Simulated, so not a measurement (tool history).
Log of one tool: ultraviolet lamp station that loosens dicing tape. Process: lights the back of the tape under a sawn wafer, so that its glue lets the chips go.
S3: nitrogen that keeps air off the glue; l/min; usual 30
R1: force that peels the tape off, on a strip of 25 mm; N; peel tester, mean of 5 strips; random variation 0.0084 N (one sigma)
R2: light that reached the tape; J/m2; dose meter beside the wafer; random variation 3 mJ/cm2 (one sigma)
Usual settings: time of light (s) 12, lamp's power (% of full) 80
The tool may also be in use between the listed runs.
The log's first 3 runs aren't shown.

Run 4, hour 22.2: usual settings but time of light (s) 7. Result: R1 1.507 N, R2 2260 J/m2.
Run 5, hour 32.4: usual settings but time of light (s) 7. Result: R1 1.496 N, R2 2230 J/m2.
Run 6, hour 38.4: usual settings but time of light (s) 7. Result: R1 1.541 N, R2 2240 J/m2.
Run 7, hour 48.6: usual settings but time of light (s) 7. Result: R1 1.53 N, R2 2220 J/m2.
Run 8, hour 56.9: usual settings but time of light (s) 7. Result: R1 1.544 N, R2 2220 J/m2.
Run 9, hour 64.5: usual settings. Result: R1 0.502 N, R2 3770 J/m2.
Run 10, hour 70.2: usual settings. Result: R1 0.499 N, R2 3790 J/m2.
Run 11, hour 79.6: usual settings but S3 58 l/min. Result: R1 0.308 N, R2 3760 J/m2.
At hour 81: window cleaned of glue's vapour.
Run 12, hour 86: usual settings but S3 58 l/min. Result: R1 0.317 N, R2 3710 J/m2.
Run 13, hour 91.9: usual settings but S3 58 l/min. Result: R1 0.313 N, R2 3720 J/m2.
Run 14, hour 100.1: usual settings but S3 58 l/min. Result: R1 0.32 N, R2 3680 J/m2.
Run 15, hour 108.1: usual settings but S3 58 l/min. Result: R1 0.312 N, R2 3710 J/m2.
Run 16, hour 117.6: usual settings but S3 58 l/min. Result: R1 0.327 N, R2 3670 J/m2.
At hour 120.6: window cleaned of glue's vapour, once more.
Run 17, hour 129.1: usual settings but lamp's power (% of full) 92, S3 11 l/min. Result: R1 0.758 N, R2 4420 J/m2.
Run 18, hour 137.8: usual settings but lamp's power (% of full) 90, S3 10 l/min. Result: R1 0.882 N, R2 4340 J/m2.
Run 19, hour 146.4: usual settings but time of light (s) 11, lamp's power (% of full) 98, S3 20 l/min. Result: R1 0.477 N, R2 4320 J/m2.
Run 20, hour 152.5: usual settings but time of light (s) 18, lamp's power (% of full) 98, S3 35 l/min. Result: R1 0.098 N, R2 7060 J/m2.
Run 21, hour 158.1: usual settings but time of light (s) 18, lamp's power (% of full) 98, S3 35 l/min. Result: R1 0.102 N, R2 7000 J/m2.
Run 22, hour 162.8: usual settings but lamp's power (% of full) 61, S3 26 l/min. Result: R1 0.981 N, R2 2900 J/m2.
Run 23, hour 170.8: usual settings but lamp's power (% of full) 61, S3 26 l/min. Result: R1 0.992 N, R2 2910 J/m2.
Run 24, hour 176: usual settings but time of light (s) 24, lamp's power (% of full) 83, S3 15 l/min. Result: R1 0.141 N, R2 7930 J/m2.
Run 25, hour 181.8: usual settings but time of light (s) 18, lamp's power (% of full) 70, S3 10 l/min. Result: R1 0.635 N, R2 5030 J/m2.
Run 26, hour 192.3: usual settings but lamp's power (% of full) 67, S3 31 l/min. Result: R1 0.762 N, R2 3150 J/m2.

Forecast run 27:
Run 27, hour 197.9: usual settings but lamp's power (% of full) 67, S3 19 l/min. Result: R1 ?, R2 ?.

{"run 27": {"R1": 1.062, "R2": 3210}}
Without the tool's hidden state the same run would have given R1 0.787 N, R2 3680 J/m2.

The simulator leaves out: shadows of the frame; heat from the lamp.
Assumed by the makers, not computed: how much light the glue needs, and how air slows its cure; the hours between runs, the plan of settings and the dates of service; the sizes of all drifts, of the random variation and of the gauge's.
